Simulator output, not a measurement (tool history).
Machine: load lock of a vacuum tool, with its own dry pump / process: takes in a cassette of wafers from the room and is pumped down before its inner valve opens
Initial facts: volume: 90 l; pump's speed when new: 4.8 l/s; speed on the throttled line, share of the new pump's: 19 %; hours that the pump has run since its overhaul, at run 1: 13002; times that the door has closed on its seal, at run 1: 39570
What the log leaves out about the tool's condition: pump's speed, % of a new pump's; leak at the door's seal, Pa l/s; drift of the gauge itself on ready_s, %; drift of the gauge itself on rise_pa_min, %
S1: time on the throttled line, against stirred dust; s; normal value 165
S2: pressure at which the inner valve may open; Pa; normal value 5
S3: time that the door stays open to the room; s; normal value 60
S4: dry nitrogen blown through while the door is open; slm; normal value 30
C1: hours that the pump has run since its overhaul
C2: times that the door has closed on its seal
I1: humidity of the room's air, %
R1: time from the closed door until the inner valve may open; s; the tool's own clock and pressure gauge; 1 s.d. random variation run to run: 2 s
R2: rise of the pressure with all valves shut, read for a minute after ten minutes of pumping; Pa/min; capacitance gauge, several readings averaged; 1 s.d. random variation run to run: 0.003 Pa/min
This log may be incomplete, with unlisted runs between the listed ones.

run,hour,S1,S2,S3,S4,C1,C2,I1,R1,R2
1,0.0,165,5,60,30,13002,39570,43.4,351.1,0.356
2,210.4,165,5,79,30,13212,40281,42.8,349.5,0.375
3,380.0,165,5,60,30,13382,40855,42.2,352.4,0.375
4,667.8,165,5,60,30,13670,41828,45.2,353.0,0.390
5,965.9,165,5,60,30,13968,42836,43.3,350.5,0.393
6,1232.2,165,5,60,30,14234,43736,43.8,354.4,0.414
7,1445.3,165,5,60,30,14447,44456,43.1,357.2,0.417
8,1707.7,165,5,60,34,14710,45344,47.8,353.2,0.430
9,1910.7,165,5,60,34,14913,46030,47.5,358.7,0.441
10,2097.8,165,5,60,34,15100,46663,45.0,356.2,0.449
11,2360.6,165,5,67,30,15363,47551,46.7,358.9,0.461
12,2557.7,165,5,67,30,15560,48217,42.9,357.9,0.481
13,2746.3,165,5,67,30,15748,48855,48.9,356.8,0.481
14,2951.8,165,5,67,30,15954,49550,45.0,356.5,0.499
15,3150.9,165,5,179,30,16153,50223,46.6,360.9,0.524
16,3425.0,233,7,179,17,16427,51150,42.4,399.2,0.544
17,3715.8,257,6,179,17,16718,52133,43.8,424.1,0.568
18,4031.0,87,5,60,30,17033,53199,45.4,303.7,0.551
19,4169.6,165,10,166,30,17172,53667,46.2,343.1,0.575
20,4438.8,160,10,166,30,17441,54578,41.5,341.3,0.594
21,4630.6,243,10,166,22,17633,55226,45.6,403.8,0.609
22,4906.3,243,10,166,22,17908,56158,45.2,403.3,0.616
23,5097.0,299,9,28,39,18099,56803,44.6,454.1,0.607
24,5281.7,299,9,28,39,18284,57427,43.8,448.8,0.632
25,5598.5,299,9,28,39,18601,58499,46.8,454.4,0.623
26,5841.9,299,9,28,39,18844,59321,43.6,451.5,0.650
27,6067.9,165,6,34,14,19070,60085,47.0,365.8,0.679

Some steps in R1 between neighbouring runs. How much of each would the tool show without its hidden state too (settings, what came in, random variation), and how much is left for the hidden state, with any gauge scatter that isn't in both results?
Run 17 -> 18: S1 257 -> 87, S2 6 -> 5, S3 179 -> 60, S4 17 -> 30. R1 -120.4 s: hidden state +10.1, all else -130.5.
Run 26 -> 27: S1 299 -> 165, S2 9 -> 6, S3 28 -> 34, S4 39 -> 14. R1 -85.7 s: hidden state +11.4, all else -97.1.
